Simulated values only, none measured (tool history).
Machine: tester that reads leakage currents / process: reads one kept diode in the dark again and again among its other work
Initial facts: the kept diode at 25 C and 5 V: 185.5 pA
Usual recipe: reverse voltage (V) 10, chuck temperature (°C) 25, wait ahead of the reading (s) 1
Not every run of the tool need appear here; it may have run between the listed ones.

run    hour  reverse voltage (V)  chuck temperature (°C)  wait ahead of the reading (s)  current that the tester gives (pA)
  1       0                   10                      25                              1                              299.88
  2      66                  3.5                      25                              1                              163.02
  3   142.4                  4.8                      25                              1                              197.52
  4     217                   10                      25                              1                              303.46
  5   270.8                   10                      25                              1                               303.4
  6   323.1                   10                      25                              1                               305.8
  7   399.6                   10                      25                              1                              307.39
  8   449.8                   10                      25                              1                              308.69
  9   493.4                   10                      25                              1                              309.62
 10   538.9                   10                      24                           0.56                              287.37
 11   588.1                   10                      51                           7.02                             2212.58
      600.1  -- chuck's temperature calibrated
 12   663.1                   10                      21                            0.5                              232.22
      698.1  -- tester calibrated
 13     724                  2.4                      25                              1                              136.76
      774.6  -- chuck's temperature calibrated, once more
 14   793.1                  2.4                      25                              1                              125.36
 15   858.2                  7.3                      25                           0.47                               244.3
 16   919.3                  7.3                      25                           0.47                              244.64
 17  1015.2                 19.6                      23                              1                              371.97
 18  1110.8                    3                      25                              1                              146.21

Forecast each of these 5 alternatives for the next run:
  A  1194                    3                      25                           1.16                                   ?
  B  1194                    3                      36                              1                                   ?
  C  1194                    3                      21                           0.94                                   ?
  D  1194                    2                      37                              1                                   ?
  E  1194                    7                      58                              1                                   ?

run  current that the tester gives (pA)
  A                              146.17
  B                              352.38
  C                              105.58
  D                              300.22
  E                             2792.57
Had the tool no hidden state, the same runs would have come out as:
run  current that the tester gives (pA)
  A                              139.07
  B                              340.98
  C                               99.39
  D                              291.24
  E                              2730.4

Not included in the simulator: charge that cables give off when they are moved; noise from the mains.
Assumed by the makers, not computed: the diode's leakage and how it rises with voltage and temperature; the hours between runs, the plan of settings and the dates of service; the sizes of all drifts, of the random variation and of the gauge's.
